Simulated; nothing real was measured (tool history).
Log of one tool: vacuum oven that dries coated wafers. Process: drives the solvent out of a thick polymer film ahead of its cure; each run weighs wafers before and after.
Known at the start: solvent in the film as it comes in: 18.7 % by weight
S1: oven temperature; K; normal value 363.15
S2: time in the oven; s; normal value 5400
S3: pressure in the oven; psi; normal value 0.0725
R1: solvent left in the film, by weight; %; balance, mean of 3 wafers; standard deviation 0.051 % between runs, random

Run 1, hour 0: usual settings. Result: R1 1.29 %.
Run 2, hour 6.9: usual settings. Result: R1 1.26 %.
Run 3, hour 19.7: usual settings but S1 355.15 K. Result: R1 2.97 %.
Run 4, hour 28.7: usual settings but S1 355.15 K. Result: R1 2.83 %.
Run 5, hour 40.8: usual settings but S1 355.15 K. Result: R1 2.93 %.
Run 6, hour 52.7: usual settings but S1 369.15 K. Result: R1 0.7 %.
Run 7, hour 59.8: usual settings but S1 369.15 K. Result: R1 0.77 %.
Run 8, hour 71: usual settings but S1 369.15 K. Result: R1 0.69 %.
Run 9, hour 77.1: usual settings but S1 369.15 K. Result: R1 0.64 %.
Run 10, hour 83.1: usual settings but S1 369.15 K. Result: R1 0.76 %.
Run 11, hour 91.6: usual settings but S1 369.15 K. Result: R1 0.75 %.
Run 12, hour 101.6: usual settings but S1 369.15 K. Result: R1 0.73 %.
Run 13, hour 109.6: usual settings but S1 369.15 K. Result: R1 0.77 %.
Run 14, hour 119.7: usual settings but S1 361.15 K, S2 2700 s, S3 0.1336 psi. Result: R1 4.84 %.
Run 15, hour 132.6: usual settings but S1 377.15 K, S2 9480 s, S3 0.1957 psi. Result: R1 0.86 %.
Run 16, hour 138.1: usual settings but S1 377.15 K, S2 9480 s, S3 0.1957 psi. Result: R1 0.87 %.
Run 17, hour 147.6: usual settings but S1 370.15 K, S2 3540 s, S3 0.2864 psi. Result: R1 2.34 %.
Run 18, hour 154.9: usual settings but S2 6120 s, S3 0.092 psi. Result: R1 1.25 %.
At hour 157.7: vacuum gauge cleaned of residue and calibrated.
Run 19, hour 162.8: usual settings but S1 355.15 K, S2 3900 s. Result: R1 4.55 %.
Run 20, hour 169: usual settings but S1 355.15 K, S2 9180 s, S3 0.1461 psi. Result: R1 2.03 %.
Run 21, hour 179.9: usual settings but S1 355.15 K, S2 9180 s, S3 0.1461 psi. Result: R1 2.02 %.
Run 22, hour 189.4: usual settings but S1 355.15 K, S2 9180 s, S3 0.1461 psi. Result: R1 2.1 %.
Run 23, hour 199: usual settings but S1 355.15 K, S2 5880 s, S3 0.1366 psi. Result: R1 3.17 %.
At hour 203.8: vacuum gauge cleaned of residue and calibrated, once more.
Run 24, hour 212.8: usual settings but S1 358.15 K, S2 2820 s, S3 0.1366 psi. Result: R1 5.31 %.
Run 25, hour 219.6: usual settings but S1 358.15 K, S2 2820 s, S3 0.1366 psi. Result: R1 5.35 %.

What would each run have given without the hidden state, its run-to-run variation left as it was?
The hidden state here: true wafer temperature over the reading, C; true pressure over the reading, kPa; drift of the gauge itself on solvent_pct, %.
run    R1
  1  1.51
  2  1.49
  3  3.41
  4  3.26
  5  3.36
  6  0.78
  7  0.85
  8  0.76
  9  0.72
 10  0.84
 11  0.83
 12   0.8
 13  0.84
 14   5.4
 15  0.85
 16  0.86
 17  2.65
 18   1.4
 19  5.02
 20  2.13
 21  2.12
 22   2.2
 23  3.51
 24  6.05
 25  6.08

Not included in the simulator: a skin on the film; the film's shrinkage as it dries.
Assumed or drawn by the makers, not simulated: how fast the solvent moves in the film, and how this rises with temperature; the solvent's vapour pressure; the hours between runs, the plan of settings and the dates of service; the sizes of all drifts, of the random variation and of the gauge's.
